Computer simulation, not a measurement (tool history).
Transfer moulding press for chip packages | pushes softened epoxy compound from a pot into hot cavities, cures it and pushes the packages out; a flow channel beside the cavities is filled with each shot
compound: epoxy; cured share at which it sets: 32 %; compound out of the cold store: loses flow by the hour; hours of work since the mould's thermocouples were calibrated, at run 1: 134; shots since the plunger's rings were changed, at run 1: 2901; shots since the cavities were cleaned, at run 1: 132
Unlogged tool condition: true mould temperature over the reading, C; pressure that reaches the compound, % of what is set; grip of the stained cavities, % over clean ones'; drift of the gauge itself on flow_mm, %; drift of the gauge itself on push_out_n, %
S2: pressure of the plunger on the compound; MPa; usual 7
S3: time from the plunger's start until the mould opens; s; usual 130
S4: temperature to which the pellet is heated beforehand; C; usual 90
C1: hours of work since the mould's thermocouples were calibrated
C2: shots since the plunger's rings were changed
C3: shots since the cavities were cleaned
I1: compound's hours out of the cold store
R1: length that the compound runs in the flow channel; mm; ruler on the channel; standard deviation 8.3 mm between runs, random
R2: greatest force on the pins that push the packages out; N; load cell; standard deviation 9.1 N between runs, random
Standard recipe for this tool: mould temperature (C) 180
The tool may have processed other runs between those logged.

Run 1, hour 0: usual settings; C1 134; C2 2901; C3 132; I1 47.3. Result: R1 852 mm, R2 426 N.
Run 2, hour 6.5: usual settings but S2 5.49 MPa; C1 137; C2 2957; C3 188; I1 23.1. Result: R1 800 mm, R2 453 N.
Run 3, hour 12.7: usual settings but S2 5.49 MPa; C1 141; C2 3010; C3 241; I1 33.9. Result: R1 792 mm, R2 465 N.
Run 4, hour 18.8: usual settings but S2 5.49 MPa; C1 144; C2 3063; C3 294; I1 28.1. Result: R1 806 mm, R2 484 N.
Run 5, hour 28.8: usual settings but S2 5.49 MPa; C1 150; C2 3148; C3 379; I1 38.3. Result: R1 780 mm, R2 503 N.
Run 6, hour 37.9: usual settings; C1 155; C2 3227; C3 458; I1 40.5. Result: R1 862 mm, R2 506 N.
Run 7, hour 44.6: usual settings; C1 159; C2 3284; C3 515; I1 14.3. Result: R1 936 mm, R2 534 N.
Run 8, hour 49.5: usual settings but S3 143 s; C1 161; C2 3326; C3 557; I1 8.6. Result: R1 953 mm, R2 505 N.
Run 9, hour 56.4: usual settings but S3 143 s; C1 165; C2 3386; C3 617; I1 46.1. Result: R1 851 mm, R2 507 N.
Run 10, hour 66.4: usual settings but S3 143 s; C1 171; C2 3472; C3 703; I1 19.2. Result: R1 911 mm, R2 506 N.
At hour 68.5: cavities cleaned with cleaning compound and waxed.
Run 11, hour 72.6: usual settings but S3 143 s; C1 173; C2 3512; C3 35; I1 43.1. Result: R1 850 mm, R2 381 N.
Run 12, hour 78.6: usual settings but S3 143 s; C1 177; C2 3564; C3 87; I1 32.4. Result: R1 876 mm, R2 381 N.
Run 13, hour 87: usual settings but S3 143 s; C1 181; C2 3636; C3 159; I1 33.4. Result: R1 878 mm, R2 417 N.
Run 14, hour 96: usual settings; C1 186; C2 3713; C3 236; I1 40.2. Result: R1 868 mm, R2 471 N.
Run 15, hour 104.3: usual settings but mould temperature (C) 178, S3 135 s, S4 86 C; C1 191; C2 3785; C3 308; I1 42.8. Result: R1 852 mm, R2 485 N.
Run 16, hour 112.6: usual settings but mould temperature (C) 185, S3 161 s, S4 89 C; C1 196; C2 3856; C3 379; I1 40.1. Result: R1 856 mm, R2 439 N.
Run 17, hour 119: usual settings but mould temperature (C) 185, S3 161 s, S4 89 C; C1 199; C2 3911; C3 434; I1 35.3. Result: R1 848 mm, R2 415 N.
Run 18, hour 125.8: usual settings but mould temperature (C) 174, S2 5.36 MPa, S4 98 C; C1 203; C2 3969; C3 492; I1 21.8. Result: R1 798 mm, R2 676 N.
Run 19, hour 134.6: usual settings but mould temperature (C) 184, S2 5.34 MPa, S4 88 C; C1 208; C2 4045; C3 568; I1 37.3. Result: R1 737 mm, R2 481 N.
Run 20, hour 141.4: usual settings but mould temperature (C) 173, S2 6.09 MPa, S3 148 s, S4 97 C; C1 212; C2 4104; C3 627; I1 17.9. Result: R1 874 mm, R2 638 N.
Run 21, hour 147.4: usual settings but S2 7.67 MPa, S3 114 s, S4 95 C; C1 215; C2 4155; C3 678; I1 34.4. Result: R1 902 mm, R2 668 N.
At hour 152.5: cavities cleaned with cleaning compound and waxed.
Run 22, hour 158.9: usual settings but S2 7.89 MPa, S4 89 C; C1 220; C2 4241; C3 55; I1 40.7. Result: R1 902 mm, R2 430 N.
Run 23, hour 165.5: usual settings but S2 5.71 MPa, S4 94 C; C1 224; C2 4298; C3 112; I1 37. Result: R1 770 mm, R2 440 N.
Run 24, hour 173.6: usual settings but mould temperature (C) 178, S2 5.71 MPa, S4 95 C; C1 229; C2 4367; C3 181; I1 33.1. Result: R1 779 mm, R2 491 N.
Run 25, hour 183.1: usual settings but mould temperature (C) 174, S2 6.63 MPa, S3 112 s, S4 87 C; C1 234; C2 4449; C3 263; I1 36.8. Result: R1 853 mm, R2 842 N.
Run 26, hour 191: usual settings but mould temperature (C) 178, S2 6.63 MPa, S3 121 s, S4 87 C; C1 238; C2 4517; C3 331; I1 16.8. Result: R1 879 mm, R2 601 N.
Run 27, hour 199.9: usual settings but mould temperature (C) 177, S2 8.3 MPa, S3 121 s, S4 97 C; C1 243; C2 4594; C3 408; I1 34.3. Result: R1 934 mm, R2 636 N.
Run 28, hour 207.7: usual settings but mould temperature (C) 185, S2 5.88 MPa, S3 121 s, S4 97 C; C1 248; C2 4661; C3 475; I1 46.6. Result: R1 739 mm, R2 472 N.

Branching from run 28: 4 alternative next runs. What would each branch give?
Run A, hour 216: usual settings but mould temperature (C) 185, S2 6.06 MPa, S3 123 s, S4 82 C; C1 252; C2 4732; C3 546; I1 21.1. Result: R1 ?, R2 ?.
Run B, hour 216: usual settings but mould temperature (C) 185; C1 252; C2 4732; C3 546; I1 11. Result: R1 ?, R2 ?.
Run C, hour 216: usual settings; C1 252; C2 4732; C3 546; I1 16.3. Result: R1 ?, R2 ?.
Run D, hour 216: usual settings but mould temperature (C) 173, S3 116 s; C1 252; C2 4732; C3 546; I1 28.3. Result: R1 ?, R2 ?.

run   R1   R2
  A  825  504
  B  894  484
  C  905  539
  D  869  971
The same runs, with their run-to-run variation unchanged, on a tool lacking any hidden condition would have given:
run    R1   R2
  A   919  381
  B   997  364
  C  1010  410
  D   971  756
